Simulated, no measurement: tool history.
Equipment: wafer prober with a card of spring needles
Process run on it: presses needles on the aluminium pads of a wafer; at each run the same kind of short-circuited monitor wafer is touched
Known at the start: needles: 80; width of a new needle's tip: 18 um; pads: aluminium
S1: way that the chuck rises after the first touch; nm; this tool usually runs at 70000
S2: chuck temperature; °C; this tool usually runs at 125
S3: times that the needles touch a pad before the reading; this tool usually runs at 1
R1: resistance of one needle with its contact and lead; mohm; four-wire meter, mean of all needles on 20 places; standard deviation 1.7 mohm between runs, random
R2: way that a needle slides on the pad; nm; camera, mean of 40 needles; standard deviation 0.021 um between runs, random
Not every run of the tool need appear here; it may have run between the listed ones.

run 1 hour=0 | S1=70000 S2=125 S3=1 | R1=164 R2=18940
run 2 hour=20.5 | S1=51000 S2=125 S3=1 | R1=177 R2=13800
run 3 hour=30.4 | S1=67000 S2=125 S3=1 | R1=166 R2=18150
run 4 hour=40.4 | S1=70000 S2=125 S3=1 | R1=168 R2=18960
run 5 hour=55.5 | S1=70000 S2=125 S3=2 | R1=163 R2=18960
run 6 hour=72.7 | S1=70000 S2=125 S3=2 | R1=165 R2=18970
run 7 hour=90.3 | S1=70000 S2=125 S3=1 | R1=166 R2=19010
run 8 hour=103.4 | S1=70000 S2=125 S3=1 | R1=167 R2=19030
run 9 hour=115.4 | S1=70000 S2=125 S3=1 | R1=168 R2=19060
run 10 hour=129.5 | S1=80000 S2=125 S3=1 | R1=162 R2=21780
run 11 hour=146.3 | S1=80000 S2=125 S3=1 | R1=161 R2=21780
run 12 hour=162.3 | S1=70000 S2=125 S3=1 | R1=166 R2=19100
run 13 hour=180.1 | S1=70000 S2=125 S3=1 | R1=167 R2=19090
run 14 hour=197.3 | S1=70000 S2=125 S3=3 | R1=164 R2=19160
run 15 hour=212.9 | S1=70000 S2=125 S3=1 | R1=166 R2=19150
run 16 hour=223.5 | S1=70000 S2=125 S3=1 | R1=166 R2=19120
run 17 hour=241 | S1=50000 S2=125 S3=1 | R1=172 R2=13710
run 18 hour=250.4 | S1=50000 S2=125 S3=1 | R1=175 R2=13670
run 19 hour=264.2 | S1=57000 S2=125 S3=1 | R1=170 R2=15640
run 20 hour=274.3 | S1=57000 S2=51 S3=1 | R1=160 R2=15640
run 21 hour=284.2 | S1=58000 S2=33 S3=2 | R1=155 R2=15930
run 22 hour=300.2 | S1=51000 S2=116 S3=3 | R1=174 R2=14000
run 23 hour=309.4 | S1=64000 S2=76 S3=2 | R1=157 R2=17650
run 24 hour=319.8 | S1=61000 S2=125 S3=2 | R1=166 R2=16800
run 25 hour=333.9 | S1=61000 S2=125 S3=2 | R1=171 R2=16790
run 26 hour=346.1 | S1=61000 S2=125 S3=2 | R1=169 R2=16810
run 27 hour=354.6 | S1=89000 S2=79 S3=1 | R1=155 R2=24510
run 28 hour=371.9 | S1=87000 S2=79 S3=3 | R1=153 R2=23970
run 29 hour=390.7 | S1=61000 S2=125 S3=2 | R1=171 R2=16850
run 30 hour=400.7 | S1=57000 S2=31 S3=1 | R1=155 R2=15740
run 31 hour=418.7 | S1=70000 S2=49 S3=2 | R1=150 R2=19370

Not shown here: 30 entries made in the log between runs. Locate each between two listed runs and compare the hidden state at the listed run before it with the hidden state at the listed run after it:
In the gap between runs 1 and 2: tips cleaned on abrasive film (hour 13.7)
  debris on the tips, nm: 0.1 -> 0.4; drift of the gauge itself on scrub_um, %: 0 -> 0.12
  measured value less the no-hidden-state value, R2: +0 -> +10 nm
In the gap between runs 2 and 3: tips cleaned on abrasive film (hour 28.3)
  debris on the tips, nm: 0.4 -> 0.2; drift of the gauge itself on scrub_um, %: 0.12 -> 0.17
  measured value less the no-hidden-state value, R2: +10 -> +30 nm
In the gap between runs 4 and 5: tips cleaned on abrasive film (hour 41.8); tips cleaned on abrasive film (hour 55.5)
  debris on the tips, nm: 0.6 -> 0; drift of the gauge itself on scrub_um, %: 0.23 -> 0.31
  measured value less the no-hidden-state value, R2: +40 -> +60 nm
In the gap between runs 5 and 6: tips cleaned on abrasive film (hour 69.4)
  debris on the tips, nm: 0 -> 0.3; drift of the gauge itself on scrub_um, %: 0.31 -> 0.41
  measured value less the no-hidden-state value, R2: +60 -> +70 nm
In the gap between runs 6 and 7: tips cleaned on abrasive film (hour 83.3)
  debris on the tips, nm: 0.3 -> 0.4; drift of the gauge itself on scrub_um, %: 0.41 -> 0.51
  measured value less the no-hidden-state value, R2: +70 -> +100 nm
In the gap between runs 7 and 8: tips cleaned on abrasive film (hour 97.3)
  drift of the gauge itself on scrub_um, %: 0.51 -> 0.58
  measured value less the no-hidden-state value, R2: +100 -> +110 nm
In the gap between runs 8 and 9: tips cleaned on abrasive film (hour 110.8)
  debris on the tips, nm: 0.4 -> 0.3; drift of the gauge itself on scrub_um, %: 0.58 -> 0.65
  measured value less the no-hidden-state value, R2: +110 -> +120 nm
In the gap between runs 9 and 10: tips cleaned on abrasive film (hour 124.5)
  drift of the gauge itself on scrub_um, %: 0.65 -> 0.73
  measured value less the no-hidden-state value, R2: +120 -> +160 nm
In the gap between runs 10 and 11: tips cleaned on abrasive film (hour 138.2)
  debris on the tips, nm: 0.3 -> 0.4; drift of the gauge itself on scrub_um, %: 0.73 -> 0.83
  measured value less the no-hidden-state value, R2: +160 -> +180 nm
In the gap between runs 11 and 12: tips cleaned on abrasive film (hour 151.8)
  debris on the tips, nm: 0.4 -> 0.5; drift of the gauge itself on scrub_um, %: 0.83 -> 0.92
  measured value less the no-hidden-state value, R2: +180 -> +170 nm
In the gap between runs 12 and 13: tips cleaned on abrasive film (hour 165.5); tips cleaned on abrasive film (hour 180.1)
  debris on the tips, nm: 0.5 -> 0; drift of the gauge itself on scrub_um, %: 0.92 -> 1.01
  measured value less the no-hidden-state value, R2: +170 -> +200 nm
In the gap between runs 13 and 14: tips cleaned on abrasive film (hour 193.6)
  debris on the tips, nm: 0 -> 0.3; drift of the gauge itself on scrub_um, %: 1.01 -> 1.11
  measured value less the no-hidden-state value, R2: +200 -> +210 nm
In the gap between runs 14 and 15: tips cleaned on abrasive film (hour 207.2)
  debris on the tips, nm: 0.3 -> 0.4; drift of the gauge itself on scrub_um, %: 1.11 -> 1.2
  measured value less the no-hidden-state value, R2: +210 -> +230 nm
In the gap between runs 15 and 16: tips cleaned on abrasive film (hour 221.9)
  debris on the tips, nm: 0.4 -> 0.2; drift of the gauge itself on scrub_um, %: 1.2 -> 1.26
  measured value less the no-hidden-state value, R2: +230 -> +240 nm
In the gap between runs 16 and 17: tips cleaned on abrasive film (hour 236.1)
  debris on the tips, nm: 0.2 -> 0.3; drift of the gauge itself on scrub_um, %: 1.26 -> 1.36
  measured value less the no-hidden-state value, R2: +240 -> +180 nm
In the gap between runs 17 and 18: tips cleaned on abrasive film (hour 250.4)
  debris on the tips, nm: 0.3 -> 0.1; drift of the gauge itself on scrub_um, %: 1.36 -> 1.41
  measured value less the no-hidden-state value, R2: +180 -> +180 nm
In the gap between runs 18 and 19: height of the first contact set anew (hour 262.7); tips cleaned on abrasive film (hour 264.2)
  debris on the tips, nm: 0.1 -> 0; drift of the gauge itself on scrub_um, %: 1.41 -> 1.49
  measured value less the no-hidden-state value, R2: +180 -> +230 nm
In the gap between runs 20 and 21: tips cleaned on abrasive film (hour 278.6)
  debris on the tips, nm: 0.5 -> 0.3; drift of the gauge itself on scrub_um, %: 1.54 -> 1.6
  measured value less the no-hidden-state value, R2: +240 -> +250 nm
In the gap between runs 21 and 22: tips cleaned on abrasive film (hour 293.7)
  debris on the tips, nm: 0.3 -> 0.4; drift of the gauge itself on scrub_um, %: 1.6 -> 1.69
  measured value less the no-hidden-state value, R2: +250 -> +230 nm
In the gap between runs 22 and 23: tips cleaned on abrasive film (hour 308.6)
  debris on the tips, nm: 0.4 -> 0.1; drift of the gauge itself on scrub_um, %: 1.69 -> 1.74
  measured value less the no-hidden-state value, R2: +230 -> +300 nm
In the gap between runs 24 and 25: tips cleaned on abrasive film (hour 323.2)
  debris on the tips, nm: 0.6 -> 0.5; drift of the gauge itself on scrub_um, %: 1.8 -> 1.88
  measured value less the no-hidden-state value, R2: +300 -> +310 nm
In the gap between runs 25 and 26: tips cleaned on abrasive film (hour 337.5)
  drift of the gauge itself on scrub_um, %: 1.88 -> 1.95
  measured value less the no-hidden-state value, R2: +310 -> +320 nm
In the gap between runs 26 and 27: tips cleaned on abrasive film (hour 351.4)
  debris on the tips, nm: 0.5 -> 0.2; drift of the gauge itself on scrub_um, %: 1.95 -> 2
  measured value less the no-hidden-state value, R2: +320 -> +480 nm
In the gap between runs 27 and 28: tips cleaned on abrasive film (hour 365.6)
  debris on the tips, nm: 0.2 -> 0.4; drift of the gauge itself on scrub_um, %: 2 -> 2.1
  measured value less the no-hidden-state value, R2: +480 -> +490 nm
In the gap between runs 28 and 29: tips cleaned on abrasive film (hour 379.1)
  debris on the tips, nm: 0.4 -> 0.6; drift of the gauge itself on scrub_um, %: 2.1 -> 2.2
  measured value less the no-hidden-state value, R2: +490 -> +370 nm
In the gap between runs 29 and 30: tips cleaned on abrasive film (hour 393.5)
  debris on the tips, nm: 0.6 -> 0.4; drift of the gauge itself on scrub_um, %: 2.2 -> 2.26
  measured value less the no-hidden-state value, R2: +370 -> +350 nm
In the gap between runs 30 and 31: tips cleaned on abrasive film (hour 407.6)
  debris on the tips, nm: 0.4 -> 0.5; drift of the gauge itself on scrub_um, %: 2.26 -> 2.36
  measured value less the no-hidden-state value, R2: +350 -> +450 nm
